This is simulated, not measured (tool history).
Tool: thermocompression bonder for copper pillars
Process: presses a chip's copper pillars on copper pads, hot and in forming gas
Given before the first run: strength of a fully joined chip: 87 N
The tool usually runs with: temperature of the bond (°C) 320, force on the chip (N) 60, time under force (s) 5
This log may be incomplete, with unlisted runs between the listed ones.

run   hour  temperature of the bond (°C)  force on the chip (N)  time under force (s)  force that shears a chip off (N)
  1    0.0                           320                     60                     5                              46.5
  2    8.8                           320                     60                     5                              46.0
  3   12.7                           320                     60                     5                              46.4
  4   18.1                           320                     60                     5                              46.1
  5   26.5                           320                     60                     7                              51.3
  6   34.1                           320                     60                     5                              46.4
  7   40.9                           320                     60                     5                              46.1
  8   47.7                           320                     60                    14                              61.9
  9   53.3                           320                     45                     5                              36.5
 10   58.6                           320                     45                     5                              35.7
 11   66.3                           320                     45                     5                              36.1
 12   70.4                           320                     45                     5                              36.4
 13   79.5                           320                     45                    13                              50.2
 14   88.5                           320                     45                    13                              50.1
 15   97.6                           320                     60                     5                              45.8
 16  103.3                           320                     60                     5                              45.7
 17  112.0                           320                     60                     5                              46.0
 18  120.1                           311                     60                     5                              41.5
 19  124.4                           311                     60                     5                              41.2
 20  130.0                           320                     74                     5                              53.2
 21  134.9                           320                     74                     5                              53.5
 22  140.6                           320                     74                     5                              53.0
 23  148.3                           320                     81                     5                              55.9
 24  153.0                           335                     81                    10                              72.2
 25  159.9                           335                     81                    10                              71.7
 26  168.1                           335                     81                    10                              71.6
 27  177.0                           335                     81                    10                              71.8
 28  182.0                           311                     38                     6                              29.3
 29  188.2                           311                     38                     6                              29.2
 30  194.6                           318                     73                     4                              48.0
 31  199.7                           317                     44                     9                              41.7
 32  203.5                           320                     41                     7                              37.1
 33  209.7                           293                     70                    10                              48.1
 34  214.3                           322                     63                     8                              54.5
 35  221.2                           329                     50                     5                              42.8
 36  229.5                           329                     73                    10                              65.8
 37  234.0                           301                     52                     4                              29.4
 38  241.0                           312                     42                     5                              30.2
 39  246.6                           312                     42                     5                              30.0
 40  254.6                           300                     36                     5                              22.2
 41  259.5                           300                     36                     5                              21.6

Some steps in force that shears a chip off (N) between neighbouring runs. How much of each would the tool show without its hidden state too (settings, what came in, random variation), and how much is left for the hidden state, with any gauge scatter that isn't in both results?
Hidden state at play: true temperature of the bond over the reading, C; force that reaches the chip, % of what is set; oxide that the forming gas leaves, % of the face; drift of the gauge itself on shear_n, %.
Run 8 -> 9: force on the chip (N) 60 -> 45, time under force (s) 14 -> 5. force that shears a chip off (N) -25.4: hidden state +0.6, all else -26.0.
Run 27 -> 28: temperature of the bond (°C) 335 -> 311, force on the chip (N) 81 -> 38, time under force (s) 10 -> 6. force that shears a chip off (N) -42.5: hidden state +1.7, all else -44.2.
Run 35 -> 36: force on the chip (N) 50 -> 73, time under force (s) 5 -> 10. force that shears a chip off (N) +23.0: hidden state -1.1, all else +24.1.
Run 36 -> 37: temperature of the bond (°C) 329 -> 301, force on the chip (N) 73 -> 52, time under force (s) 10 -> 4. force that shears a chip off (N) -36.4: hidden state +1.6, all else -38.0.
